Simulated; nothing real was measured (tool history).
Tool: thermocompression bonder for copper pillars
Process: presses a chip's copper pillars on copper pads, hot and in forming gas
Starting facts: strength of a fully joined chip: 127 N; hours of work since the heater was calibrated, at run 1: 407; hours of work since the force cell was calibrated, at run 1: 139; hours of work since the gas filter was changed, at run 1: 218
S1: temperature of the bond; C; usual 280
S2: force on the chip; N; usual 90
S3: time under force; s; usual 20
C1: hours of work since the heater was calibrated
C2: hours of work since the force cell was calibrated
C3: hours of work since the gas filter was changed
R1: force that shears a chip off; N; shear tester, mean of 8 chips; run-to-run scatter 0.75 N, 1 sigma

Run 1, hour 0.0: usual settings; C1 407; C2 139; C3 218. Result: R1 51.9 N.
Run 2, hour 28.4: usual settings; C1 428; C2 161; C3 239. Result: R1 52.1 N.
Run 3, hour 50.4: usual settings; C1 444; C2 177; C3 255. Result: R1 52.0 N.
At hour 60.5: forming gas filter changed.
Run 4, hour 73.1: usual settings; C1 461; C2 193; C3 9. Result: R1 53.6 N.
Run 5, hour 96.4: usual settings but S3 15 s; C1 478; C2 211; C3 27. Result: R1 46.3 N.
Run 6, hour 113.4: usual settings but S3 15 s; C1 491; C2 223; C3 39. Result: R1 47.1 N.
Run 7, hour 140.7: usual settings but S3 15 s; C1 511; C2 244; C3 60. Result: R1 45.6 N.
Run 8, hour 171.8: usual settings but S1 298 C; C1 534; C2 267; C3 83. Result: R1 61.7 N.
Run 9, hour 203.1: usual settings but S1 298 C; C1 558; C2 290; C3 106. Result: R1 61.7 N.
Run 10, hour 230.4: usual settings but S3 30 s; C1 578; C2 310; C3 126. Result: R1 58.6 N.
At hour 239.2: heater calibrated with a thermocouple chip.
Run 11, hour 263.5: usual settings but S3 30 s; C1 18; C2 334; C3 150. Result: R1 66.3 N.
Run 12, hour 283.7: usual settings; C1 33; C2 349; C3 165. Result: R1 56.3 N.
Run 13, hour 301.4: usual settings; C1 46; C2 362; C3 178. Result: R1 57.7 N.
Run 14, hour 320.1: usual settings; C1 60; C2 376; C3 192. Result: R1 54.1 N.
Run 15, hour 346.1: usual settings; C1 80; C2 395; C3 211. Result: R1 56.3 N.
Run 16, hour 359.9: usual settings; C1 90; C2 405; C3 221. Result: R1 56.8 N.
Run 17, hour 372.7: usual settings; C1 99; C2 415; C3 231. Result: R1 56.7 N.
Run 18, hour 390.0: usual settings; C1 112; C2 428; C3 244. Result: R1 55.1 N.
Run 19, hour 413.1: usual settings; C1 129; C2 445; C3 261. Result: R1 54.5 N.
At hour 415.4: forming gas filter changed.
Run 20, hour 444.5: usual settings; C1 152; C2 468; C3 22. Result: R1 57.4 N.
Run 21, hour 473.0: usual settings; C1 174; C2 489; C3 43. Result: R1 56.9 N.
Run 22, hour 490.2: usual settings but S2 97 N; C1 186; C2 502; C3 56. Result: R1 60.2 N.
Run 23, hour 521.0: usual settings but S1 300 C, S2 97 N, S3 55 s; C1 209; C2 525; C3 79. Result: R1 96.4 N.
Run 24, hour 548.9: usual settings but S1 300 C, S2 85 N; C1 230; C2 546; C3 99. Result: R1 64.7 N.
Run 25, hour 579.9: usual settings but S1 300 C, S2 85 N; C1 253; C2 569; C3 122. Result: R1 62.7 N.
Run 26, hour 593.2: usual settings but S1 279 C, S2 109 N, S3 11 s; C1 263; C2 579; C3 132. Result: R1 54.7 N.
Run 27, hour 607.5: usual settings but S1 259 C, S2 109 N, S3 15 s; C1 274; C2 589; C3 143. Result: R1 49.2 N.
Run 28, hour 622.8: usual settings but S1 294 C, S2 83 N, S3 22 s; C1 285; C2 601; C3 154. Result: R1 59.0 N.
Run 29, hour 635.9: usual settings but S1 274 C, S2 93 N; C1 295; C2 610; C3 164. Result: R1 52.3 N.
Run 30, hour 658.9: usual settings but S1 274 C, S2 93 N; C1 312; C2 627; C3 181. Result: R1 54.0 N.
Run 31, hour 683.5: usual settings but S1 274 C, S2 93 N; C1 330; C2 646; C3 199. Result: R1 52.3 N.
Run 32, hour 714.8: usual settings but S1 283 C, S2 62 N, S3 14 s; C1 354; C2 669; C3 223. Result: R1 31.9 N.
Run 33, hour 734.7: usual settings but S1 283 C, S2 62 N, S3 14 s; C1 368; C2 684; C3 238. Result: R1 32.3 N.
Run 34, hour 752.1: usual settings but S1 277 C, S2 60 N, S3 56 s; C1 381; C2 697; C3 251. Result: R1 49.4 N.
At hour 768.1: force cell calibrated.
At hour 768.6: forming gas filter changed.
Run 35, hour 775.5: usual settings but S1 254 C, S2 92 N; C1 397; C2 5; C3 5. Result: R1 39.7 N.
Run 36, hour 803.7: usual settings but S1 254 C, S2 92 N; C1 418; C2 26; C3 26. Result: R1 40.6 N.
Run 37, hour 824.8: usual settings but S2 104 N, S3 15 s; C1 434; C2 42; C3 42. Result: R1 53.1 N.
Run 38, hour 838.0: usual settings but S1 297 C, S2 102 N, S3 15 s; C1 444; C2 52; C3 52. Result: R1 62.6 N.
Run 39, hour 856.3: usual settings but S2 84 N, S3 15 s; C1 457; C2 65; C3 65. Result: R1 42.3 N.
Run 40, hour 885.0: usual settings but S1 289 C, S2 79 N, S3 15 s; C1 479; C2 87; C3 87. Result: R1 43.5 N.

4 ways to go on from here, each from the tool as it stands after run 40. What would each give?
Run A, hour 910.2: usual settings but S1 298 C, S2 110 N, S3 48 s; C1 497; C2 105; C3 105. Result: R1 ?.
Run B, hour 910.2: usual settings but S1 275 C, S2 79 N, S3 15 s; C1 497; C2 105; C3 105. Result: R1 ?.
Run C, hour 910.2: usual settings but S1 285 C, S2 123 N, S3 12 s; C1 497; C2 105; C3 105. Result: R1 ?.
Run D, hour 910.2: usual settings but S2 96 N; C1 497; C2 105; C3 105. Result: R1 ?.

run    R1
  A  94.5
  B  36.2
  C  60.6
  D  53.8
Stripped of hidden state, with their random variation kept, the same runs would have yielded:
run     R1
  A  100.5
  B   40.5
  C   66.5
  D   59.4
